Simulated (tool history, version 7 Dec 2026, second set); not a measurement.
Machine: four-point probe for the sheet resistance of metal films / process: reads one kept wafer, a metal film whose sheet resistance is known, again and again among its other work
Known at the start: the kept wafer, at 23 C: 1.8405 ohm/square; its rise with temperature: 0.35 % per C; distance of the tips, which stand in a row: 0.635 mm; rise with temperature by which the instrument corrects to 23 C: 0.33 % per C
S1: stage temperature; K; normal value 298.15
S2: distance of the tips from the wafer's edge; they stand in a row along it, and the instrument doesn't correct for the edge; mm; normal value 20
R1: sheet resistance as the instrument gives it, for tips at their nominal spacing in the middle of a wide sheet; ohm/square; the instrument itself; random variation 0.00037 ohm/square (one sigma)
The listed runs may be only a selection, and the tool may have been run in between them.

| run | day | S1 | S2 | R1 |
|---|---|---|---|---|
| 1 | 0 | 298.15 | 20 | 1.847012 |
| 2 | 0.921 | 298.15 | 20 | 1.846968 |
| 3 | 2.229 | 298.15 | 20 | 1.846891 |
| 4 | 3.179 | 298.15 | 20 | 1.846578 |
| 5 | 5.129 | 298.15 | 20 | 1.846279 |
| 6 | 7.275 | 298.15 | 20 | 1.846181 |
| 7 | 8.65 | 298.15 | 20 | 1.846632 |
| 8 | 10.438 | 298.15 | 20 | 1.846383 |
| 9 | 12.562 | 298.15 | 20 | 1.845983 |
| 10 | 14.292 | 302.15 | 20 | 1.847995 |
| 11 | 15.75 | 302.15 | 20 | 1.847483 |
| 12 | 16.775 | 298.15 | 10 | 1.848801 |
|  | 16.904 | stage's thermometer calibrated |
| 13 | 18.129 | 298.15 | 10 | 1.848219 |
| 14 | 20.258 | 298.15 | 10 | 1.848863 |
| 15 | 21.7 | 298.15 | 10 | 1.848424 |
|  | 22.308 | stage's thermometer calibrated, once more |
| 16 | 23.692 | 298.15 | 10 | 1.847724 |
| 17 | 25.329 | 298.15 | 10 | 1.847424 |
| 18 | 26.429 | 298.15 | 10 | 1.847357 |
| 19 | 27.683 | 298.15 | 10 | 1.84664 |
| 20 | 29.275 | 298.15 | 10 | 1.846633 |
| 21 | 30.458 | 303.15 | 3 | 1.889736 |
| 22 | 31.712 | 303.15 | 3 | 1.888989 |
| 23 | 33.812 | 303.15 | 3 | 1.888707 |

Expected results for the next run?
| 24 | 35.638 | 303.15 | 3 | ? |

For run 24 the tool returned R1 1.889299 ohm/square.
The same run, on a tool lacking any hidden state, would have yielded R1 1.887816 ohm/square.
